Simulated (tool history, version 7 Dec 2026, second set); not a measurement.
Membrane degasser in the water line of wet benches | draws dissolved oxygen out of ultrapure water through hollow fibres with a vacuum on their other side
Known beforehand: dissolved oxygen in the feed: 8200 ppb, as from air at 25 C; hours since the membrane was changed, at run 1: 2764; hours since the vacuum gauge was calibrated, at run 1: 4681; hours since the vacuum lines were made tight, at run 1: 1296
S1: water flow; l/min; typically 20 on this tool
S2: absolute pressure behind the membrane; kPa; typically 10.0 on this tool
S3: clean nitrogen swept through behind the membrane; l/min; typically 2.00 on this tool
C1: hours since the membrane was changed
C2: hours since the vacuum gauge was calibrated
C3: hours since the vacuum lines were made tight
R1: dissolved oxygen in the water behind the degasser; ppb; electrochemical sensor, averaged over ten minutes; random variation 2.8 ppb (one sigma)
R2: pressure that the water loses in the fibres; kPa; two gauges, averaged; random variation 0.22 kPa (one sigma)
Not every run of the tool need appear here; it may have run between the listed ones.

run,hour,S1,S2,S3,C1,C2,C3,R1,R2
1,0.0,20,10.0,2.00,2764,4681,1296,292.7,54.87
2,89.6,20,15.4,2.00,2854,4771,1385,409.6,54.90
3,172.4,20,15.4,2.00,2936,4854,1468,403.8,55.35
4,231.1,22,15.4,2.00,2995,4912,1527,442.4,60.33
# hour 243.2: vacuum gauge calibrated
5,294.0,20,10.0,2.00,3058,51,1589,284.2,55.12
6,364.0,20,10.0,2.00,3128,121,1659,285.6,55.22
7,410.3,20,10.0,2.00,3174,167,1706,286.5,55.42
8,480.2,20,18.2,2.00,3244,237,1775,462.9,55.43
9,579.4,20,13.3,5.02,3343,336,1875,232.3,55.22
10,633.8,14,23.3,1.89,3397,391,1929,415.3,38.97
11,696.8,14,23.3,1.89,3460,454,1992,425.3,38.47
12,755.1,14,23.3,1.89,3519,512,2050,419.5,38.91
13,839.9,15,7.3,2.00,3603,597,2135,166.0,41.58
14,923.8,31,10.0,2.00,3687,681,2219,457.3,86.25
15,968.5,31,10.0,2.00,3732,725,2264,461.6,85.79

Selected run-to-run steps in R1, each split into two signed amounts: the part the tool would show with no hidden state at all (from settings, incoming material and random variation), and the remainder, which goes to the hidden state together with any gauge scatter not common to the measured and the hidden-state-free results:
Hidden state at play: membrane still open, %; true pressure behind the membrane over the reading, kPa; air that leaks in behind the membrane, l/min; drift of the gauge itself on oxygen_ppb, %; drift of the gauge itself on loss_of_pressure_kpa, %.
Run 13 -> 14: S1 15 -> 31, S2 7.3 -> 10.0. R1 +291.3 ppb: hidden state +10.8, all else +280.5.
